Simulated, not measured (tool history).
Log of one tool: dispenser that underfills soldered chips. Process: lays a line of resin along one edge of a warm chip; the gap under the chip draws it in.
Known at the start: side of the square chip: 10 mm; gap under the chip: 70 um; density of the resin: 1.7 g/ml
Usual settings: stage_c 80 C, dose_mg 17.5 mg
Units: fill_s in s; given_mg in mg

Run 1, hour 0.0: usual settings. Result: fill_s 168.4 s, given_mg 17.25 mg.
At hour 8.2: new syringe of resin.
Run 2, hour 14.7: usual settings. Result: fill_s 153.8 s, given_mg 17.01 mg.
Run 3, hour 21.2: usual settings but stage_c 66 C. Result: fill_s 320.0 s, given_mg 17.09 mg.
At hour 24.7: new syringe of resin.
Run 4, hour 28.2: usual settings but stage_c 66 C. Result: fill_s 240.3 s, given_mg 16.96 mg.
Run 5, hour 40.3: usual settings but stage_c 93 C. Result: fill_s 127.2 s, given_mg 17.04 mg.
At hour 41.8: new syringe of resin.
Run 6, hour 47.2: usual settings. Result: fill_s 151.1 s, given_mg 16.92 mg.
Run 7, hour 54.1: usual settings. Result: fill_s 183.9 s, given_mg 16.78 mg.
At hour 58.7: new syringe of resin.
Run 8, hour 68.6: usual settings. Result: fill_s 172.1 s, given_mg 16.56 mg.
At hour 75.2: new syringe of resin.
Run 9, hour 83.0: usual settings. Result: fill_s 159.2 s, given_mg 16.62 mg.
At hour 92.1: new syringe of resin.
Run 10, hour 92.8: usual settings. Result: fill_s 129.0 s, given_mg 16.45 mg.
Run 11, hour 102.8: usual settings. Result: fill_s 177.0 s, given_mg 16.40 mg.
At hour 109.0: new syringe of resin.
Run 12, hour 115.3: usual settings. Result: fill_s 152.2 s, given_mg 16.19 mg.
Run 13, hour 123.6: usual settings. Result: fill_s 199.2 s, given_mg 16.17 mg.
At hour 125.9: new syringe of resin.
Run 14, hour 132.5: usual settings. Result: fill_s 151.0 s, given_mg 16.17 mg.
Run 15, hour 138.9: usual settings but stage_c 85 C. Result: fill_s 155.7 s, given_mg 15.98 mg.
At hour 143.1: new syringe of resin.
Run 16, hour 151.9: usual settings but stage_c 85 C. Result: fill_s 137.9 s, given_mg 15.85 mg.
At hour 159.6: new syringe of resin.
Run 17, hour 164.8: usual settings but stage_c 85 C. Result: fill_s 125.8 s, given_mg 15.87 mg.
Run 18, hour 172.9: usual settings. Result: fill_s 190.7 s, given_mg 15.63 mg.
At hour 176.6: new syringe of resin.
Run 19, hour 183.5: usual settings but stage_c 68 C, dose_mg 15.6 mg. Result: fill_s 259.0 s, given_mg 14.05 mg.
At hour 193.0: new syringe of resin.
At hour 195.5: dispensing valve cleaned and set on the balance.
Run 20, hour 197.4: usual settings but stage_c 71 C, dose_mg 22.5 mg. Result: fill_s 191.3 s, given_mg 22.39 mg.
Run 21, hour 209.4: usual settings but stage_c 71 C, dose_mg 15.9 mg. Result: fill_s 287.8 s, given_mg 15.69 mg.
At hour 211.1: new syringe of resin.
Run 22, hour 218.8: usual settings but stage_c 71 C, dose_mg 15.9 mg. Result: fill_s 217.6 s, given_mg 15.76 mg.
Run 23, hour 226.3: usual settings but stage_c 65 C. Result: fill_s 338.4 s, given_mg 17.03 mg.
At hour 228.1: new syringe of resin.
Run 24, hour 236.8: usual settings but stage_c 95 C, dose_mg 21.8 mg. Result: fill_s 91.7 s, given_mg 21.36 mg.
At hour 244.6: new syringe of resin.
Run 25, hour 251.2: usual settings but stage_c 66 C, dose_mg 22.4 mg. Result: fill_s 252.2 s, given_mg 21.54 mg.
Run 26, hour 257.7: usual settings but stage_c 93 C, dose_mg 20.7 mg. Result: fill_s 113.5 s, given_mg 19.97 mg.
At hour 261.8: new syringe of resin.
Run 27, hour 264.7: usual settings but stage_c 74 C, dose_mg 19.4 mg. Result: fill_s 168.2 s, given_mg 18.63 mg.
Run 28, hour 272.2: usual settings but stage_c 69 C, dose_mg 15.2 mg. Result: fill_s 274.7 s, given_mg 14.67 mg.
At hour 278.6: new syringe of resin.
Run 29, hour 279.6: usual settings but stage_c 70 C, dose_mg 18.1 mg. Result: fill_s 187.1 s, given_mg 17.38 mg.
Run 30, hour 288.5: usual settings but stage_c 70 C, dose_mg 18.1 mg. Result: fill_s 243.3 s, given_mg 17.09 mg.
At hour 295.4: new syringe of resin.
Run 31, hour 297.5: usual settings but stage_c 82 C, dose_mg 20.6 mg. Result: fill_s 119.0 s, given_mg 19.60 mg.
Run 32, hour 305.3: usual settings but stage_c 86 C, dose_mg 20.7 mg. Result: fill_s 131.6 s, given_mg 19.57 mg.
At hour 312.4: new syringe of resin.
Run 33, hour 316.6: usual settings but stage_c 93 C. Result: fill_s 88.5 s, given_mg 16.52 mg.
Run 34, hour 324.7: usual settings but stage_c 78 C, dose_mg 18.3 mg. Result: fill_s 195.4 s, given_mg 16.98 mg.
At hour 329.6: new syringe of resin.
Run 35, hour 338.6: usual settings but stage_c 75 C, dose_mg 21.1 mg. Result: fill_s 194.5 s, given_mg 19.61 mg.

3 ways to go on from here, each from the tool as it stands after run 35. What would each give?
Run A, hour 345.0: usual settings but stage_c 75 C, dose_mg 16.4 mg. Result: fill_s ?, given_mg ?.
Run B, hour 345.0: usual settings but dose_mg 17.6 mg. Result: fill_s ?, given_mg ?.
Run C, hour 345.0: usual settings but stage_c 84 C, dose_mg 15.3 mg. Result: fill_s ?, given_mg ?.

run  fill_s  given_mg
  A   240.0     15.16
  B   196.6     16.16
  C   177.8     14.17
Without the tool's hidden state the same runs would have given:
run  fill_s  given_mg
  A   158.3     16.35
  B   130.1     17.43
  C   116.1     15.28
